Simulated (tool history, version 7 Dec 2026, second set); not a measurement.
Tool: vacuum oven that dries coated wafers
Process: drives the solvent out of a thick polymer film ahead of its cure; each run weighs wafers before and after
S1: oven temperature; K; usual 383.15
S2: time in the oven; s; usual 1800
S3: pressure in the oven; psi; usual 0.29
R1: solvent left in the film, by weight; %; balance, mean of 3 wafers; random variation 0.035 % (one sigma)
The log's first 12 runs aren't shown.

run	day	S1	S2	S3	R1
13	8.075	383.15	1800	0.29	2.81
14	8.971	383.15	1800	0.29	2.76
15	9.583	383.15	1800	0.29	2.82
16	10.062	383.15	1800	0.29	2.77
17	10.75	383.15	1800	0.29	2.81
18	11.65	383.15	3120	0.29	1.09
19	12.475	383.15	3120	0.29	1.1
20	13.071	383.15	1800	0.573	3.28
21	13.75	383.15	1800	0.29	2.8
22	14.575	383.15	1800	0.29	2.83
23	15.379	394.15	1800	0.168	0.89
24	15.921	375.15	960	0.168	8.71
25	16.929	375.15	960	0.168	8.51
26	17.629	375.15	960	0.168	8.56
27	18.154	383.15	1800	0.528	3.28
28	18.646	383.15	1320	0.29	4.43
29	19.138	383.15	1800	0.719	3.65
30	20.05	383.15	1800	0.719	3.65
31	20.483	383.15	1800	0.719	3.62
32	21.496	383.15	1800	0.719	3.67

The next listed run, before its measurement:
# day 22.079: oven's thermocouples calibrated
33	22.279	370.15	2580	0.164	?

R1: 3.3 %
Without the tool's hidden state the same run would have given R1 3.19 %.
